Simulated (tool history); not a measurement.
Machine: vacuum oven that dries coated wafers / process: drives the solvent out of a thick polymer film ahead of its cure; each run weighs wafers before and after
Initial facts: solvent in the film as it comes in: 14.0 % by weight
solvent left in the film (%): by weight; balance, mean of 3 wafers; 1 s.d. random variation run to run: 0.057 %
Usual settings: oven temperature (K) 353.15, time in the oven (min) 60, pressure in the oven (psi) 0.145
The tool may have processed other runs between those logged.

{"run": 1, "day": 0.0, "oven temperature (K)": 353.15, "time in the oven (min)": 60, "pressure in the oven (psi)": 0.145, "solvent left in the film (%)": 3.73}
{"run": 2, "day": 1.7, "oven temperature (K)": 346.15, "time in the oven (min)": 60, "pressure in the oven (psi)": 0.145, "solvent left in the film (%)": 5.78}
{"run": 3, "day": 3.054, "oven temperature (K)": 339.15, "time in the oven (min)": 60, "pressure in the oven (psi)": 0.145, "solvent left in the film (%)": 8.22}
{"run": 4, "day": 5.171, "oven temperature (K)": 339.15, "time in the oven (min)": 60, "pressure in the oven (psi)": 0.145, "solvent left in the film (%)": 8.04}
{"run": 5, "day": 6.688, "oven temperature (K)": 339.15, "time in the oven (min)": 60, "pressure in the oven (psi)": 0.145, "solvent left in the film (%)": 8.09}
{"run": 6, "day": 8.583, "oven temperature (K)": 353.15, "time in the oven (min)": 60, "pressure in the oven (psi)": 0.084, "solvent left in the film (%)": 3.14}
{"run": 7, "day": 10.733, "oven temperature (K)": 353.15, "time in the oven (min)": 60, "pressure in the oven (psi)": 0.084, "solvent left in the film (%)": 3.16}
{"run": 8, "day": 12.408, "oven temperature (K)": 353.15, "time in the oven (min)": 60, "pressure in the oven (psi)": 0.084, "solvent left in the film (%)": 3.14}
{"run": 9, "day": 13.825, "oven temperature (K)": 353.15, "time in the oven (min)": 60, "pressure in the oven (psi)": 0.084, "solvent left in the film (%)": 3.11}
{"run": 10, "day": 14.917, "oven temperature (K)": 353.15, "time in the oven (min)": 60, "pressure in the oven (psi)": 0.145, "solvent left in the film (%)": 3.92}
{"run": 11, "day": 16.338, "oven temperature (K)": 353.15, "time in the oven (min)": 60, "pressure in the oven (psi)": 0.145, "solvent left in the film (%)": 3.97}
{"run": 12, "day": 17.579, "oven temperature (K)": 353.15, "time in the oven (min)": 60, "pressure in the oven (psi)": 0.145, "solvent left in the film (%)": 3.92}
{"run": 13, "day": 18.508, "oven temperature (K)": 353.15, "time in the oven (min)": 60, "pressure in the oven (psi)": 0.104, "solvent left in the film (%)": 3.48}
{"run": 14, "day": 20.1, "oven temperature (K)": 353.15, "time in the oven (min)": 60, "pressure in the oven (psi)": 0.104, "solvent left in the film (%)": 3.34}
{"run": 15, "day": 21.496, "oven temperature (K)": 353.15, "time in the oven (min)": 33, "pressure in the oven (psi)": 0.104, "solvent left in the film (%)": 5.41}
{"run": 16, "day": 22.875, "oven temperature (K)": 353.15, "time in the oven (min)": 33, "pressure in the oven (psi)": 0.104, "solvent left in the film (%)": 5.42}
{"run": 17, "day": 23.996, "oven temperature (K)": 353.15, "time in the oven (min)": 60, "pressure in the oven (psi)": 0.16, "solvent left in the film (%)": 4.17}
{"run": 18, "day": 25.408, "oven temperature (K)": 353.15, "time in the oven (min)": 60, "pressure in the oven (psi)": 0.226, "solvent left in the film (%)": 4.86}
{"run": 19, "day": 26.304, "oven temperature (K)": 353.15, "time in the oven (min)": 95, "pressure in the oven (psi)": 0.226, "solvent left in the film (%)": 4.12}
{"run": 20, "day": 28.121, "oven temperature (K)": 353.15, "time in the oven (min)": 95, "pressure in the oven (psi)": 0.226, "solvent left in the film (%)": 3.98}
{"run": 21, "day": 29.754, "oven temperature (K)": 353.15, "time in the oven (min)": 60, "pressure in the oven (psi)": 0.145, "solvent left in the film (%)": 4.03}
{"run": 22, "day": 31.142, "oven temperature (K)": 363.15, "time in the oven (min)": 60, "pressure in the oven (psi)": 0.145, "solvent left in the film (%)": 2.1}
{"run": 23, "day": 32.292, "oven temperature (K)": 363.15, "time in the oven (min)": 60, "pressure in the oven (psi)": 0.145, "solvent left in the film (%)": 2.08}
{"run": 24, "day": 33.279, "oven temperature (K)": 363.15, "time in the oven (min)": 60, "pressure in the oven (psi)": 0.254, "solvent left in the film (%)": 2.94}
{"day": 33.546, "done": "vacuum gauge cleaned of residue and calibrated"}
{"run": 25, "day": 34.821, "oven temperature (K)": 348.15, "time in the oven (min)": 62, "pressure in the oven (psi)": 0.577, "solvent left in the film (%)": 11.12}
{"run": 26, "day": 36.358, "oven temperature (K)": 353.15, "time in the oven (min)": 60, "pressure in the oven (psi)": 0.168, "solvent left in the film (%)": 4.51}
{"run": 27, "day": 38.421, "oven temperature (K)": 353.15, "time in the oven (min)": 60, "pressure in the oven (psi)": 0.162, "solvent left in the film (%)": 4.37}
{"run": 28, "day": 40.358, "oven temperature (K)": 340.15, "time in the oven (min)": 60, "pressure in the oven (psi)": 0.113, "solvent left in the film (%)": 7.93}
{"run": 29, "day": 42.071, "oven temperature (K)": 340.15, "time in the oven (min)": 60, "pressure in the oven (psi)": 0.113, "solvent left in the film (%)": 8.03}
{"run": 30, "day": 43.642, "oven temperature (K)": 344.15, "time in the oven (min)": 60, "pressure in the oven (psi)": 0.464, "solvent left in the film (%)": 11.2}
{"run": 31, "day": 44.529, "oven temperature (K)": 368.15, "time in the oven (min)": 42, "pressure in the oven (psi)": 0.322, "solvent left in the film (%)": 3.15}
{"run": 32, "day": 45.767, "oven temperature (K)": 367.15, "time in the oven (min)": 42, "pressure in the oven (psi)": 0.073, "solvent left in the film (%)": 1.59}
{"day": 46.35, "done": "vacuum gauge cleaned of residue and calibrated, once more"}
{"run": 33, "day": 46.983, "oven temperature (K)": 364.15, "time in the oven (min)": 67, "pressure in the oven (psi)": 0.073, "solvent left in the film (%)": 0.7}
{"run": 34, "day": 49.117, "oven temperature (K)": 364.15, "time in the oven (min)": 67, "pressure in the oven (psi)": 0.073, "solvent left in the film (%)": 0.76}
{"run": 35, "day": 50.121, "oven temperature (K)": 364.15, "time in the oven (min)": 67, "pressure in the oven (psi)": 0.073, "solvent left in the film (%)": 0.74}
{"run": 36, "day": 52.079, "oven temperature (K)": 364.15, "time in the oven (min)": 67, "pressure in the oven (psi)": 0.073, "solvent left in the film (%)": 0.82}
{"run": 37, "day": 53.112, "oven temperature (K)": 364.15, "time in the oven (min)": 67, "pressure in the oven (psi)": 0.073, "solvent left in the film (%)": 0.82}
{"run": 38, "day": 55.15, "oven temperature (K)": 364.15, "time in the oven (min)": 67, "pressure in the oven (psi)": 0.073, "solvent left in the film (%)": 0.81}
{"run": 39, "day": 57.083, "oven temperature (K)": 350.15, "time in the oven (min)": 60, "pressure in the oven (psi)": 0.125, "solvent left in the film (%)": 4.06}
{"run": 40, "day": 58.071, "oven temperature (K)": 350.15, "time in the oven (min)": 60, "pressure in the oven (psi)": 0.125, "solvent left in the film (%)": 4.28}
{"run": 41, "day": 59.708, "oven temperature (K)": 345.15, "time in the oven (min)": 32, "pressure in the oven (psi)": 0.167, "solvent left in the film (%)": 8.31}
{"run": 42, "day": 61.842, "oven temperature (K)": 352.15, "time in the oven (min)": 60, "pressure in the oven (psi)": 0.09, "solvent left in the film (%)": 3.28}
{"run": 43, "day": 63.962, "oven temperature (K)": 352.15, "time in the oven (min)": 60, "pressure in the oven (psi)": 0.09, "solvent left in the film (%)": 3.15}
{"run": 44, "day": 65.55, "oven temperature (K)": 353.15, "time in the oven (min)": 75, "pressure in the oven (psi)": 0.205, "solvent left in the film (%)": 3.76}
{"run": 45, "day": 66.771, "oven temperature (K)": 353.15, "time in the oven (min)": 49, "pressure in the oven (psi)": 0.197, "solvent left in the film (%)": 4.96}
{"run": 46, "day": 68.862, "oven temperature (K)": 353.15, "time in the oven (min)": 49, "pressure in the oven (psi)": 0.197, "solvent left in the film (%)": 4.93}
{"run": 47, "day": 70.3, "oven temperature (K)": 353.15, "time in the oven (min)": 49, "pressure in the oven (psi)": 0.197, "solvent left in the film (%)": 5.01}

Forecast each of these 4 alternatives for the next run:
{"run": "A", "day": 72.075, "oven temperature (K)": 343.15, "time in the oven (min)": 77, "pressure in the oven (psi)": 0.352, "solvent left in the film (%)": "?"}
{"run": "B", "day": 72.075, "oven temperature (K)": 343.15, "time in the oven (min)": 50, "pressure in the oven (psi)": 0.122, "solvent left in the film (%)": "?"}
{"run": "C", "day": 72.075, "oven temperature (K)": 344.15, "time in the oven (min)": 88, "pressure in the oven (psi)": 0.37, "solvent left in the film (%)": "?"}
{"run": "D", "day": 72.075, "oven temperature (K)": 366.15, "time in the oven (min)": 49, "pressure in the oven (psi)": 0.122, "solvent left in the film (%)": "?"}

run=A solvent_left_in_the_film_(%)=9.09
run=B solvent_left_in_the_film_(%)=7.06
run=C solvent_left_in_the_film_(%)=8.71
run=D solvent_left_in_the_film_(%)=1.53
Had the tool no hidden state, the same runs would have come out as:
run=A solvent_left_in_the_film_(%)=8.47
run=B solvent_left_in_the_film_(%)=6.55
run=C solvent_left_in_the_film_(%)=8.08
run=D solvent_left_in_the_film_(%)=1.30

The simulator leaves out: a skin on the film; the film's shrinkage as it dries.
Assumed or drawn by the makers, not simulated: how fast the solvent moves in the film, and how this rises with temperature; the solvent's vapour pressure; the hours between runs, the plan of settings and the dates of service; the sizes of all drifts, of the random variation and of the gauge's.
